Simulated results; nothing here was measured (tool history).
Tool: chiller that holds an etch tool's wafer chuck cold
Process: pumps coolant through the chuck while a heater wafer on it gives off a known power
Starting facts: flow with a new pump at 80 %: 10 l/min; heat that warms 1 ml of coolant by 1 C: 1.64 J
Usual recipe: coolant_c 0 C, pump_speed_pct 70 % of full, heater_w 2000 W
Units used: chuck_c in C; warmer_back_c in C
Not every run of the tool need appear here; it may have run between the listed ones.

Run 1, hour 0.0: usual settings. Result: chuck_c 15.8 C, warmer_back_c 8.59 C.
Run 2, hour 19.9: usual settings but pump_speed_pct 94 % of full. Result: chuck_c 12.4 C, warmer_back_c 6.02 C.
Run 3, hour 44.3: usual settings. Result: chuck_c 15.9 C, warmer_back_c 8.48 C.
Run 4, hour 68.8: usual settings. Result: chuck_c 15.7 C, warmer_back_c 8.46 C.
Run 5, hour 84.2: usual settings but coolant_c 2 C. Result: chuck_c 17.6 C, warmer_back_c 8.50 C.
Run 6, hour 105.3: usual settings but coolant_c 2 C. Result: chuck_c 17.7 C, warmer_back_c 8.44 C.
Run 7, hour 132.4: usual settings but coolant_c 2 C. Result: chuck_c 17.7 C, warmer_back_c 8.49 C.
Run 8, hour 153.2: usual settings but coolant_c 2 C. Result: chuck_c 17.7 C, warmer_back_c 8.51 C.
Run 9, hour 183.1: usual settings. Result: chuck_c 15.8 C, warmer_back_c 8.45 C.
Run 10, hour 203.9: usual settings but coolant_c 7 C. Result: chuck_c 22.8 C, warmer_back_c 8.53 C.
Run 11, hour 236.6: usual settings but coolant_c -4 C. Result: chuck_c 11.8 C, warmer_back_c 8.37 C.
Run 12, hour 254.6: usual settings but coolant_c -4 C. Result: chuck_c 11.7 C, warmer_back_c 8.40 C.
Run 13, hour 269.4: usual settings. Result: chuck_c 15.8 C, warmer_back_c 8.40 C.
Run 14, hour 297.4: usual settings. Result: chuck_c 15.8 C, warmer_back_c 8.34 C.
Run 15, hour 321.1: usual settings. Result: chuck_c 15.7 C, warmer_back_c 8.40 C.
Run 16, hour 337.2: usual settings. Result: chuck_c 15.7 C, warmer_back_c 8.44 C.
Run 17, hour 354.5: usual settings. Result: chuck_c 15.9 C, warmer_back_c 8.41 C.
Run 18, hour 380.1: usual settings but coolant_c -1 C, pump_speed_pct 76 % of full. Result: chuck_c 13.6 C, warmer_back_c 7.56 C.
Run 19, hour 412.8: usual settings but coolant_c 1 C, pump_speed_pct 97 % of full, heater_w 1142 W. Result: chuck_c 7.8 C, warmer_back_c 3.22 C.
Run 20, hour 442.2: usual settings but coolant_c 5 C, heater_w 1813 W. Result: chuck_c 19.3 C, warmer_back_c 7.58 C.
Run 21, hour 456.2: usual settings but coolant_c 5 C, heater_w 1813 W. Result: chuck_c 19.4 C, warmer_back_c 7.55 C.
Run 22, hour 488.7: usual settings but pump_speed_pct 61 % of full, heater_w 2980 W. Result: chuck_c 26.3 C, warmer_back_c 14.58 C.
Run 23, hour 520.2: usual settings but coolant_c 4 C, pump_speed_pct 77 % of full, heater_w 1144 W. Result: chuck_c 12.3 C, warmer_back_c 4.13 C.
Run 24, hour 541.3: usual settings but heater_w 1186 W. Result: chuck_c 9.3 C, warmer_back_c 4.80 C.
Run 25, hour 568.8: usual settings but heater_w 1186 W. Result: chuck_c 9.3 C, warmer_back_c 4.81 C.
Run 26, hour 586.4: usual settings but coolant_c 5 C, pump_speed_pct 97 % of full, heater_w 2324 W. Result: chuck_c 19.1 C, warmer_back_c 6.62 C.
Run 27, hour 610.8: usual settings but coolant_c 5 C, pump_speed_pct 94 % of full, heater_w 2324 W. Result: chuck_c 19.3 C, warmer_back_c 6.84 C.
Run 28, hour 634.9: usual settings but coolant_c -10 C, pump_speed_pct 74 % of full. Result: chuck_c 5.0 C, warmer_back_c 7.71 C.

Forecast each of these 4 alternatives for the next run:
At hour 648.7: gauge calibrated.
Run A, hour 656.9: usual settings but heater_w 1016 W. Result: chuck_c ?, warmer_back_c ?.
At hour 648.7: gauge calibrated.
Run B, hour 656.9: usual settings but coolant_c -1 C, pump_speed_pct 79 % of full, heater_w 1072 W. Result: chuck_c ?, warmer_back_c ?.
At hour 648.7: gauge calibrated.
Run C, hour 656.9: usual settings but coolant_c 6 C, pump_speed_pct 74 % of full. Result: chuck_c ?, warmer_back_c ?.
At hour 648.7: gauge calibrated.
Run D, hour 656.9: usual settings but coolant_c 6 C, pump_speed_pct 100 % of full, heater_w 2636 W. Result: chuck_c ?, warmer_back_c ?.

run  chuck_c  warmer_back_c
  A      8.1           4.26
  B      6.7           3.93
  C     21.1           8.00
  D     21.7           7.45
Take away the tool's hidden state, keep each run's random variation, and the runs would have read:
run  chuck_c  warmer_back_c
  A      8.1           4.26
  B      6.7           3.93
  C     21.1           8.00
  D     21.7           7.46
